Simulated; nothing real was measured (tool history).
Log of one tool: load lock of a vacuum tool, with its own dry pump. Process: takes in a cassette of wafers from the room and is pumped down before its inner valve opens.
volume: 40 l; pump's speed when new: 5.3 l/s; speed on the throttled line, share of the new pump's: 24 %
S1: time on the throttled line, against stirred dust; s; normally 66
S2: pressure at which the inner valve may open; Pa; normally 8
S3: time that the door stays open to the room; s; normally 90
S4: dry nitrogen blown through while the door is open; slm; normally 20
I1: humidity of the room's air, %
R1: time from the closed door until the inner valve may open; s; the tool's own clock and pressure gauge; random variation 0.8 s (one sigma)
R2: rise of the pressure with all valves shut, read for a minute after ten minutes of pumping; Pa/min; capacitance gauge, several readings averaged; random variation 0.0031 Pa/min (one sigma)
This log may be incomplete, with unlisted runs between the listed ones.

Run 1, day 0: usual settings; I1 50.8. Result: R1 123.2 s, R2 0.065 Pa/min.
Run 2, day 6.604: usual settings; I1 47.9. Result: R1 122.6 s, R2 0.065 Pa/min.
Run 3, day 13.8: usual settings but S4 10 slm; I1 45.1. Result: R1 121.9 s, R2 0.073 Pa/min.
Run 4, day 20.254: usual settings but S4 10 slm; I1 50. Result: R1 122.8 s, R2 0.085 Pa/min.
Run 5, day 27.942: usual settings but S4 10 slm; I1 41.5. Result: R1 122.7 s, R2 0.073 Pa/min.
Run 6, day 35.175: usual settings but S4 5 slm; I1 45.7. Result: R1 122.8 s, R2 0.084 Pa/min.
Run 7, day 40.65: usual settings; I1 44.3. Result: R1 123.7 s, R2 0.061 Pa/min.
Run 8, day 47.375: usual settings; I1 43. Result: R1 123.5 s, R2 0.058 Pa/min.
Run 9, day 52.517: usual settings; I1 44.6. Result: R1 122.2 s, R2 0.059 Pa/min.
Run 10, day 60.429: usual settings; I1 41.3. Result: R1 121.5 s, R2 0.054 Pa/min.
Run 11, day 67.562: usual settings; I1 43.3. Result: R1 122.1 s, R2 0.057 Pa/min.
Run 12, day 76.129: usual settings; I1 44.4. Result: R1 123.4 s, R2 0.064 Pa/min.
Run 13, day 81.729: usual settings but S1 74 s; I1 42.8. Result: R1 128.3 s, R2 0.051 Pa/min.
Run 14, day 86.1: usual settings but S1 37 s; I1 47.8. Result: R1 100 s, R2 0.063 Pa/min.
Run 15, day 89.908: usual settings; I1 42.6. Result: R1 121.4 s, R2 0.053 Pa/min.
Run 16, day 98.092: usual settings; I1 40.6. Result: R1 123.2 s, R2 0.053 Pa/min.
Run 17, day 104.546: usual settings but S1 81 s, S3 119 s; I1 46.5. Result: R1 134.6 s, R2 0.075 Pa/min.
Run 18, day 108.058: usual settings but S1 83 s, S2 7 Pa, S3 180 s, S4 16 slm; I1 42.4. Result: R1 137.1 s, R2 0.09 Pa/min.
Run 19, day 112.192: usual settings but S1 41 s, S3 136 s, S4 14 slm; I1 43.2. Result: R1 103.7 s, R2 0.083 Pa/min.
Run 20, day 116.542: usual settings but S1 70 s, S3 221 s, S4 14 slm; I1 45.1. Result: R1 125.6 s, R2 0.128 Pa/min.
Run 21, day 123.975: usual settings but S2 16 Pa, S3 157 s, S4 43 slm; I1 44.3. Result: R1 118 s, R2 0.058 Pa/min.
Run 22, day 128.046: usual settings but S1 52 s, S2 14 Pa, S3 91 s, S4 18 slm; I1 43.4. Result: R1 106.7 s, R2 0.066 Pa/min.
Run 23, day 135.921: usual settings but S2 6 Pa, S3 42 s; I1 46.2. Result: R1 124.5 s, R2 0.036 Pa/min.
Run 24, day 143.15: usual settings but S2 15 Pa, S4 5 slm; I1 44.3. Result: R1 118.3 s, R2 0.087 Pa/min.
Run 25, day 147.7: usual settings but S2 15 Pa, S4 5 slm; I1 42.7. Result: R1 118 s, R2 0.084 Pa/min.
Run 26, day 154.258: usual settings but S1 90 s, S4 34 slm; I1 42.8. Result: R1 140 s, R2 0.048 Pa/min.
Run 27, day 161.462: usual settings but S1 54 s, S2 10 Pa, S3 44 s, S4 34 slm; I1 43.7. Result: R1 112 s, R2 0.028 Pa/min.
Run 28, day 169.033: usual settings but S1 55 s, S2 10 Pa, S3 67 s, S4 17 slm; I1 47. Result: R1 112.1 s, R2 0.053 Pa/min.
Run 29, day 176.942: usual settings but S1 57 s, S4 23 slm; I1 43.5. Result: R1 116.2 s, R2 0.058 Pa/min.

Here are 4 independent what-if runs from the current tool condition. What would each one return?
Run A, day 181.488: usual settings but S1 87 s, S3 43 s, S4 8 slm; I1 42.2. Result: R1 ?, R2 ?.
Run B, day 181.488: usual settings but S2 13 Pa, S3 112 s, S4 21 slm; I1 45.7. Result: R1 ?, R2 ?.
Run C, day 181.488: usual settings but S1 57 s, S3 27 s, S4 23 slm; I1 46.5. Result: R1 ?, R2 ?.
Run D, day 181.488: usual settings but S1 120 s; I1 46.8. Result: R1 ?, R2 ?.

run     R1     R2
  A  139.9  0.048
  B  118.9  0.073
  C  115.2  0.033
  D  163.8  0.062
Without the tool's hidden state the same runs would have given:
run     R1     R2
  A  139.8  0.048
  B  118.9  0.072
  C  115.1  0.032
  D  163.7  0.062
